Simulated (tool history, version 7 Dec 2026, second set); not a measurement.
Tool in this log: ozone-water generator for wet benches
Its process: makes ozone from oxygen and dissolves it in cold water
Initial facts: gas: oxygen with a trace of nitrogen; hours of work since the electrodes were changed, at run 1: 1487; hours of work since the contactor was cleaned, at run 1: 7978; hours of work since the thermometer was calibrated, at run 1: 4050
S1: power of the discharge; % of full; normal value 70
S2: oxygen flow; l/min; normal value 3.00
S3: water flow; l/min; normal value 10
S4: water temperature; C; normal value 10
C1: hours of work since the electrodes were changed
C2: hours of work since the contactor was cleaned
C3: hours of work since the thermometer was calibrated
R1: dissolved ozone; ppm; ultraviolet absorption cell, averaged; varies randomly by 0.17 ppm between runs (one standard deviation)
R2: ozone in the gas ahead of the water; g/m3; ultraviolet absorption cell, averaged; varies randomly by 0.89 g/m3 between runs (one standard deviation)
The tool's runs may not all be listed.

Run 1, hour 0.0: usual settings; C1 1487; C2 7978; C3 4050. Result: R1 20.5 ppm, R2 145.9 g/m3.
At hour 12.9: water thermometer calibrated.
Run 2, hour 52.9: usual settings; C1 1535; C2 8026; C3 37. Result: R1 20.5 ppm, R2 145.3 g/m3.
Run 3, hour 120.5: usual settings; C1 1597; C2 8089; C3 99. Result: R1 20.4 ppm, R2 145.1 g/m3.
Run 4, hour 182.5: usual settings; C1 1654; C2 8146; C3 156. Result: R1 20.3 ppm, R2 144.8 g/m3.
Run 5, hour 278.6: usual settings; C1 1743; C2 8234; C3 245. Result: R1 20.4 ppm, R2 144.8 g/m3.
Run 6, hour 325.0: usual settings; C1 1786; C2 8277; C3 288. Result: R1 20.1 ppm, R2 144.0 g/m3.
Run 7, hour 406.9: usual settings; C1 1861; C2 8353; C3 363. Result: R1 20.2 ppm, R2 144.0 g/m3.
Run 8, hour 455.1: usual settings; C1 1906; C2 8397; C3 408. Result: R1 20.3 ppm, R2 144.9 g/m3.
At hour 464.3: contactor cleaned.
Run 9, hour 556.8: usual settings but S1 55 % of full; C1 1996; C2 85; C3 498. Result: R1 16.7 ppm, R2 121.6 g/m3.
Run 10, hour 650.0: usual settings but S1 55 % of full; C1 2082; C2 171; C3 584. Result: R1 16.7 ppm, R2 120.7 g/m3.
At hour 672.8: contactor cleaned, once more.
Run 11, hour 743.4: usual settings but S1 81 % of full, S4 13 C; C1 2164; C2 65; C3 666. Result: R1 22.9 ppm, R2 161.1 g/m3.
Run 12, hour 791.3: usual settings but S1 77 % of full, S2 2.98 l/min, S3 14 l/min, S4 7 C; C1 2208; C2 109; C3 710. Result: R1 18.3 ppm, R2 157.6 g/m3.
Run 13, hour 858.6: usual settings but S1 77 % of full, S2 2.98 l/min, S3 6 l/min, S4 7 C; C1 2270; C2 171; C3 772. Result: R1 32.9 ppm, R2 156.7 g/m3.
Run 14, hour 929.1: usual settings but S1 86 % of full, S2 2.98 l/min, S3 6 l/min, S4 7 C; C1 2335; C2 236; C3 837. Result: R1 35.5 ppm, R2 168.6 g/m3.
Run 15, hour 987.5: usual settings but S1 86 % of full, S2 2.98 l/min, S3 6 l/min, S4 7 C; C1 2389; C2 290; C3 891. Result: R1 35.9 ppm, R2 169.8 g/m3.

3 options for the next run, each taken on its own from the tool as it stands now. Forecast them:
Run A, hour 1047.7: usual settings but S1 83 % of full, S4 16 C; C1 2444; C2 346; C3 946. Result: R1 ?, R2 ?.
Run B, hour 1047.7: usual settings but S1 86 % of full, S2 2.98 l/min, S3 14 l/min, S4 8 C; C1 2444; C2 346; C3 946. Result: R1 ?, R2 ?.
Run C, hour 1047.7: usual settings but S1 86 % of full, S2 2.98 l/min, S3 12 l/min, S4 8 C; C1 2444; C2 346; C3 946. Result: R1 ?, R2 ?.

run    R1     R2
  A  22.4  164.6
  B  19.6  168.6
  C  22.2  166.5
Had the tool no hidden state, the same runs would have come out as:
run    R1     R2
  A  23.4  170.6
  B  20.5  174.8
  C  23.2  172.7
